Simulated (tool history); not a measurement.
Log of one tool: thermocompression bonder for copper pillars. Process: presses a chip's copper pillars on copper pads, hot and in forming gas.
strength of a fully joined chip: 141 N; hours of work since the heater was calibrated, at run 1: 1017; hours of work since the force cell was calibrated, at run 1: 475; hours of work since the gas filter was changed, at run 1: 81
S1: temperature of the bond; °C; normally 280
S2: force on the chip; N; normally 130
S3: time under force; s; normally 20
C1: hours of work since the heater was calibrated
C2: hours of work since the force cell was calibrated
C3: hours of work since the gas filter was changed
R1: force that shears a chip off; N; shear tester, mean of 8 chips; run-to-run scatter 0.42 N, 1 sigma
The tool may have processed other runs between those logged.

run 1 day=0.000 | S1=280 S2=130 S3=20 | C1=1017 C2=475 C3=81 | R1=60.0
run 2 day=0.883 | S1=280 S2=130 S3=20 | C1=1030 C2=488 C3=93 | R1=59.5
run 3 day=1.608 | S1=280 S2=128 S3=20 | C1=1040 C2=499 C3=104 | R1=59.0
run 4 day=2.233 | S1=280 S2=114 S3=20 | C1=1050 C2=508 C3=113 | R1=53.7
run 5 day=3.158 | S1=280 S2=114 S3=20 | C1=1063 C2=521 C3=126 | R1=53.4
run 6 day=4.446 | S1=280 S2=114 S3=20 | C1=1082 C2=540 C3=145 | R1=53.9
run 7 day=5.546 | S1=280 S2=114 S3=20 | C1=1098 C2=556 C3=161 | R1=53.1
run 8 day=6.750 | S1=306 S2=114 S3=20 | C1=1115 C2=573 C3=179 | R1=75.4
run 9 day=7.617 | S1=280 S2=166 S3=20 | C1=1128 C2=586 C3=191 | R1=70.1
run 10 day=8.342 | S1=280 S2=166 S3=20 | C1=1138 C2=597 C3=202 | R1=70.2
run 11 day=9.117 | S1=280 S2=130 S3=13 | C1=1150 C2=608 C3=213 | R1=49.7
run 12 day=10.400 | S1=280 S2=130 S3=20 | C1=1168 C2=627 C3=232 | R1=58.1
run 13 day=11.204 | S1=280 S2=130 S3=20 | C1=1180 C2=638 C3=244 | R1=58.6
-- day=11.546 forming gas filter changed
run 14 day=11.925 | S1=280 S2=130 S3=20 | C1=1190 C2=648 C3=6 | R1=62.2
run 15 day=12.525 | S1=280 S2=130 S3=20 | C1=1199 C2=657 C3=14 | R1=62.7
run 16 day=13.688 | S1=280 S2=130 S3=20 | C1=1216 C2=674 C3=31 | R1=62.0
run 17 day=14.883 | S1=280 S2=179 S3=20 | C1=1233 C2=691 C3=49 | R1=76.0
run 18 day=16.083 | S1=280 S2=144 S3=20 | C1=1251 C2=709 C3=66 | R1=67.2
run 19 day=16.912 | S1=280 S2=144 S3=20 | C1=1263 C2=721 C3=78 | R1=66.0
run 20 day=18.117 | S1=280 S2=144 S3=20 | C1=1280 C2=739 C3=96 | R1=65.6
run 21 day=19.012 | S1=286 S2=112 S3=16 | C1=1293 C2=752 C3=109 | R1=54.0
run 22 day=19.592 | S1=286 S2=112 S3=16 | C1=1302 C2=760 C3=117 | R1=54.2
run 23 day=20.638 | S1=286 S2=104 S3=16 | C1=1317 C2=775 C3=132 | R1=51.2
run 24 day=21.950 | S1=286 S2=104 S3=16 | C1=1336 C2=794 C3=151 | R1=51.0
run 25 day=23.196 | S1=286 S2=104 S3=16 | C1=1354 C2=812 C3=170 | R1=51.3
run 26 day=24.158 | S1=280 S2=130 S3=50 | C1=1368 C2=826 C3=184 | R1=82.5
run 27 day=24.904 | S1=280 S2=130 S3=50 | C1=1379 C2=837 C3=194 | R1=81.5
-- day=26.008 heater calibrated with a thermocouple chip
run 28 day=26.067 | S1=280 S2=130 S3=50 | C1=1 C2=853 C3=210 | R1=73.8
run 29 day=27.388 | S1=287 S2=98 S3=34 | C1=20 C2=872 C3=229 | R1=58.0
run 30 day=28.300 | S1=306 S2=103 S3=39 | C1=33 C2=885 C3=243 | R1=79.4
-- day=28.692 forming gas filter changed
run 31 day=29.612 | S1=306 S2=103 S3=39 | C1=52 C2=904 C3=13 | R1=84.9
run 32 day=30.221 | S1=306 S2=103 S3=39 | C1=61 C2=913 C3=22 | R1=84.8
run 33 day=30.896 | S1=306 S2=103 S3=39 | C1=71 C2=923 C3=32 | R1=84.6
run 34 day=31.988 | S1=306 S2=103 S3=39 | C1=87 C2=939 C3=48 | R1=84.4
run 35 day=33.096 | S1=306 S2=103 S3=39 | C1=103 C2=955 C3=64 | R1=84.4
run 36 day=34.100 | S1=285 S2=121 S3=11 | C1=117 C2=970 C3=79 | R1=44.7
run 37 day=34.917 | S1=285 S2=121 S3=11 | C1=129 C2=981 C3=91 | R1=44.9
run 38 day=36.158 | S1=299 S2=92 S3=24 | C1=147 C2=1000 C3=109 | R1=60.6
run 39 day=37.346 | S1=253 S2=187 S3=14 | C1=165 C2=1017 C3=126 | R1=40.9

Predict each of these 5 candidate next runs independently; none follows another, all start after run 39:
run A day=37.946 | S1=280 S2=99 S3=20 | C1=173 C2=1026 C3=135 | R1=?
run B day=37.946 | S1=253 S2=192 S3=35 | C1=173 C2=1026 C3=135 | R1=?
run C day=37.946 | S1=268 S2=187 S3=14 | C1=173 C2=1026 C3=135 | R1=?
run D day=37.946 | S1=301 S2=130 S3=20 | C1=173 C2=1026 C3=135 | R1=?
run E day=37.946 | S1=257 S2=84 S3=20 | C1=173 C2=1026 C3=135 | R1=?

run=A R1=44.7
run=B R1=59.1
run=C R1=53.5
run=D R1=73.6
run=E R1=25.9
Had the tool no hidden state, the same runs would have come out as:
run=A R1=43.7
run=B R1=57.9
run=C R1=52.4
run=D R1=72.9
run=E R1=25.2

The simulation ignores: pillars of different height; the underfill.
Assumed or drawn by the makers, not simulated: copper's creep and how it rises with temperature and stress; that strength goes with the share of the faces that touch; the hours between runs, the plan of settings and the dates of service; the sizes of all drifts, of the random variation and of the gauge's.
